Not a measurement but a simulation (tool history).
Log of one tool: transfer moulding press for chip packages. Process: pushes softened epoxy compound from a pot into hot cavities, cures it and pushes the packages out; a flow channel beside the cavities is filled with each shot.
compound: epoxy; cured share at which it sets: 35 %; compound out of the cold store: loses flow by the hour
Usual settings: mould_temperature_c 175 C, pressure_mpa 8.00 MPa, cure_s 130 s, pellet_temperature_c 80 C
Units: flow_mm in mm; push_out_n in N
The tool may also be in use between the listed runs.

run	hour	mould_temperature_c	pressure_mpa	cure_s	pellet_temperature_c	incoming compound's hours out of the cold store	flow_mm	push_out_n
1	0.0	175	8.00	130	80	34.4	479	432
2	30.9	175	8.00	130	84	9.9	526	445
3	59.7	175	8.00	150	84	16.2	520	406
4	86.2	175	8.00	150	84	31.6	487	390
# hour 95.2: cavities cleaned with cleaning compound and waxed
5	121.2	175	6.17	130	80	25.1	438	443
6	149.7	175	6.17	130	80	35.0	423	433
7	173.1	175	6.17	130	80	8.4	471	438
8	197.5	175	6.17	130	80	38.3	418	457
9	230.7	175	6.17	130	80	25.5	435	429
# hour 238.6: cavities cleaned with cleaning compound and waxed
10	262.7	175	8.00	130	80	15.8	517	453
11	280.3	175	8.00	130	80	45.4	458	428
12	312.6	175	8.00	130	80	43.3	468	435
13	332.5	175	8.00	130	80	47.1	457	434
14	367.2	174	8.76	143	79	20.6	537	421
# hour 380.0: cavities cleaned with cleaning compound and waxed
15	395.7	177	8.00	130	82	17.0	507	385
16	421.5	177	8.00	130	82	9.7	523	423
17	442.0	176	8.00	130	73	21.9	502	433
# hour 462.9: mould's thermocouples calibrated
# hour 465.4: plunger's sealing rings changed
18	476.0	170	6.37	130	80	32.9	441	611
19	500.1	175	7.23	162	80	22.1	478	387
20	517.0	180	8.00	149	80	25.1	487	369
# hour 527.3: cavities cleaned with cleaning compound and waxed
21	544.6	175	8.64	155	80	46.0	481	383
22	582.9	175	7.62	130	80	31.7	472	419
23	614.7	177	8.00	130	76	31.2	478	417

Forecast each of these 5 alternatives for the next run:
A	646.2	177	7.62	150	76	20.7	?	?
B	646.2	173	9.42	137	76	47.9	?	?
C	646.2	175	6.64	130	80	33.4	?	?
D	646.2	175	8.00	169	80	32.6	?	?
E	646.2	175	8.00	130	76	38.4	?	?

run	flow_mm	push_out_n
A	487	383
B	500	454
C	440	447
D	484	389
E	473	430
Without the tool's hidden state the same runs would have given:
run	flow_mm	push_out_n
A	487	377
B	500	447
C	440	439
D	484	383
E	474	423
